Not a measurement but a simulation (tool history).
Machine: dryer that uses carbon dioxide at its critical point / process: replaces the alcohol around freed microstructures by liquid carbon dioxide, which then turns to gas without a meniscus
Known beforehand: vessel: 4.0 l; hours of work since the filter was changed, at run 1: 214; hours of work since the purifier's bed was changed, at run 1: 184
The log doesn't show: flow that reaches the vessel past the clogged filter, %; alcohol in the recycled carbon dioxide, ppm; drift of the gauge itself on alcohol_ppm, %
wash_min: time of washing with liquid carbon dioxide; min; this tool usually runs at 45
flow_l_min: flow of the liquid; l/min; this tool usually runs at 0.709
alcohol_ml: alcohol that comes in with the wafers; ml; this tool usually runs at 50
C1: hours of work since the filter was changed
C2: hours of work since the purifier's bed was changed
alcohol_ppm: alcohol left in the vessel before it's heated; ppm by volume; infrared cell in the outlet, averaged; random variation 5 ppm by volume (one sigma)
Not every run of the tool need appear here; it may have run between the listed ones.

Run 1, hour 0.0: usual settings; C1 214; C2 184. Result: alcohol_ppm 58 ppm by volume.
Run 2, hour 6.5: usual settings; C1 217; C2 186. Result: alcohol_ppm 67 ppm by volume.
Run 3, hour 17.5: usual settings; C1 221; C2 191. Result: alcohol_ppm 69 ppm by volume.
Run 4, hour 28.0: usual settings; C1 225; C2 195. Result: alcohol_ppm 61 ppm by volume.
Run 5, hour 37.8: usual settings; C1 229; C2 199. Result: alcohol_ppm 63 ppm by volume.
Run 6, hour 50.6: usual settings; C1 235; C2 204. Result: alcohol_ppm 67 ppm by volume.
Run 7, hour 62.9: usual settings; C1 240; C2 209. Result: alcohol_ppm 66 ppm by volume.
Run 8, hour 70.5: usual settings; C1 243; C2 212. Result: alcohol_ppm 70 ppm by volume.
Run 9, hour 80.7: usual settings; C1 247; C2 217. Result: alcohol_ppm 69 ppm by volume.
Run 10, hour 92.4: usual settings; C1 252; C2 221. Result: alcohol_ppm 73 ppm by volume.
Run 11, hour 99.8: usual settings; C1 255; C2 224. Result: alcohol_ppm 68 ppm by volume.
Run 12, hour 112.1: usual settings; C1 260; C2 229. Result: alcohol_ppm 70 ppm by volume.
Run 13, hour 122.8: usual settings but alcohol_ml 39 ml; C1 264; C2 234. Result: alcohol_ppm 65 ppm by volume.
Run 14, hour 130.9: usual settings; C1 267; C2 237. Result: alcohol_ppm 75 ppm by volume.
Run 15, hour 144.2: usual settings; C1 273; C2 242. Result: alcohol_ppm 76 ppm by volume.
Run 16, hour 153.7: usual settings; C1 277; C2 246. Result: alcohol_ppm 81 ppm by volume.
Run 17, hour 160.4: usual settings; C1 279; C2 249. Result: alcohol_ppm 88 ppm by volume.
Run 18, hour 166.9: usual settings; C1 282; C2 252. Result: alcohol_ppm 77 ppm by volume.
Run 19, hour 176.0: usual settings but wash_min 39 min, flow_l_min 0.882 l/min; C1 286; C2 255. Result: alcohol_ppm 76 ppm by volume.
Run 20, hour 186.5: usual settings but wash_min 39 min, flow_l_min 0.882 l/min; C1 290; C2 260. Result: alcohol_ppm 81 ppm by volume.
Run 21, hour 195.3: usual settings but wash_min 29 min, flow_l_min 0.840 l/min; C1 294; C2 263. Result: alcohol_ppm 170 ppm by volume.
Run 22, hour 201.9: usual settings but wash_min 29 min, flow_l_min 0.840 l/min; C1 296; C2 266. Result: alcohol_ppm 164 ppm by volume.
Run 23, hour 214.1: usual settings but wash_min 29 min, flow_l_min 0.840 l/min; C1 301; C2 271. Result: alcohol_ppm 177 ppm by volume.
Run 24, hour 226.1: usual settings but wash_min 29 min, flow_l_min 0.840 l/min; C1 306; C2 276. Result: alcohol_ppm 169 ppm by volume.
Run 25, hour 238.8: usual settings but wash_min 34 min, flow_l_min 0.840 l/min; C1 311; C2 281. Result: alcohol_ppm 108 ppm by volume.
Run 26, hour 246.0: usual settings but wash_min 43 min, flow_l_min 0.643 l/min, alcohol_ml 24 ml; C1 314; C2 284. Result: alcohol_ppm 80 ppm by volume.
Run 27, hour 252.4: usual settings but wash_min 70 min; C1 317; C2 286. Result: alcohol_ppm 66 ppm by volume.
Run 28, hour 261.0: usual settings but flow_l_min 0.501 l/min, alcohol_ml 31 ml; C1 320; C2 290. Result: alcohol_ppm 142 ppm by volume.
Run 29, hour 274.2: usual settings but wash_min 50 min, flow_l_min 0.459 l/min, alcohol_ml 43 ml; C1 326; C2 295. Result: alcohol_ppm 181 ppm by volume.
Run 30, hour 280.3: usual settings but wash_min 50 min, flow_l_min 0.459 l/min, alcohol_ml 43 ml; C1 328; C2 298. Result: alcohol_ppm 184 ppm by volume.

Hidden state or all else? Some run-to-run changes of alcohol_ppm, split into what the settings, what came in and random variation would give without the hidden state, and what is left for the hidden state (with any gauge scatter that isn't in both results):
Run 20 -> 21: wash_min 39 -> 29, flow_l_min 0.882 -> 0.840. alcohol_ppm +89 ppm by volume: hidden state +34, all else +55.
Run 24 -> 25: wash_min 29 -> 34. alcohol_ppm -61 ppm by volume: hidden state -18, all else -43.
Run 27 -> 28: wash_min 70 -> 45, flow_l_min 0.709 -> 0.501, alcohol_ml 50 -> 31. alcohol_ppm +76 ppm by volume: hidden state +32, all else +44.

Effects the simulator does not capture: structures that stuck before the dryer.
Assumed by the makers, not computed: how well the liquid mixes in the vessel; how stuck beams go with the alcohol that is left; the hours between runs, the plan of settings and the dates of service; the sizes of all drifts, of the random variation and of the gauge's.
